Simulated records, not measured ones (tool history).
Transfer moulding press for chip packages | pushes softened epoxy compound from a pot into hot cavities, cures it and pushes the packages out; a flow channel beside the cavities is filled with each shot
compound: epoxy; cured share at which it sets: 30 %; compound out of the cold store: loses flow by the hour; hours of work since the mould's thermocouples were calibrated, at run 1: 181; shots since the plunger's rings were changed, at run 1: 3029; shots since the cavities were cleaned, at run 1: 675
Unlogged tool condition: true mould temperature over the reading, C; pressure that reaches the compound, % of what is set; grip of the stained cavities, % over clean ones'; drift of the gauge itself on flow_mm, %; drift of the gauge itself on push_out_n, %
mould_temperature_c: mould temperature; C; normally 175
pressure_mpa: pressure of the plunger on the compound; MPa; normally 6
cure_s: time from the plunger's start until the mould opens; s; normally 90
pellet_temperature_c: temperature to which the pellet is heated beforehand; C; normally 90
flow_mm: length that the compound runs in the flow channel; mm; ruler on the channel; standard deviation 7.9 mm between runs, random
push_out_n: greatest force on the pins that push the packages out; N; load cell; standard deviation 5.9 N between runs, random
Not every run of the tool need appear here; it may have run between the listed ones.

run   hour  mould_temperature_c  pressure_mpa  cure_s  pellet_temperature_c  hours of work since the mould's thermocouples were calibrated  shots since the plunger's rings were changed  shots since the cavities were cleaned  incoming compound's hours out of the cold store  flow_mm  push_out_n
  1      0                  175             6      90                    90                                                            181                                          3029                                    675                                             16.2     1007         227
  2   17.6                  175             6      90                    90                                                            191                                          3222                                    868                                             26.6      975         211
      37.1  -- cavities cleaned with cleaning compound and waxed
  3   39.4                  175             6      90                    90                                                            202                                          3445                                     24                                             13.4     1026         219
  4   50.4                  168             6      90                    90                                                            208                                          3566                                    145                                             44.2      925         297
  5   73.3                  168             6      90                    90                                                            220                                          3818                                    397                                             18.3     1043         331
  6   88.5                  180             6      90                    90                                                            228                                          3986                                    565                                             24.1      960         192
  7  112.8                  175             6      90                    90                                                            241                                          4253                                    832                                             33.1      936         218
     135.7  -- cavities cleaned with cleaning compound and waxed
  8  139.7                  180             6      90                    90                                                            255                                          4532                                     43                                              9.2     1021         197
  9  160.7                  178             6      85                    92                                                            266                                          4763                                    274                                             45.7      885         194

Predict the results of run 10:
 10  172.9                  180             6      90                    85                                                            273                                          4898                                    409                                             19.5        ?           ?

flow_mm: 968 mm
push_out_n: 188 N
With the hidden condition absent and the run-to-run variation left alone, this run would have shown flow_mm 969 mm, push_out_n 187 N.
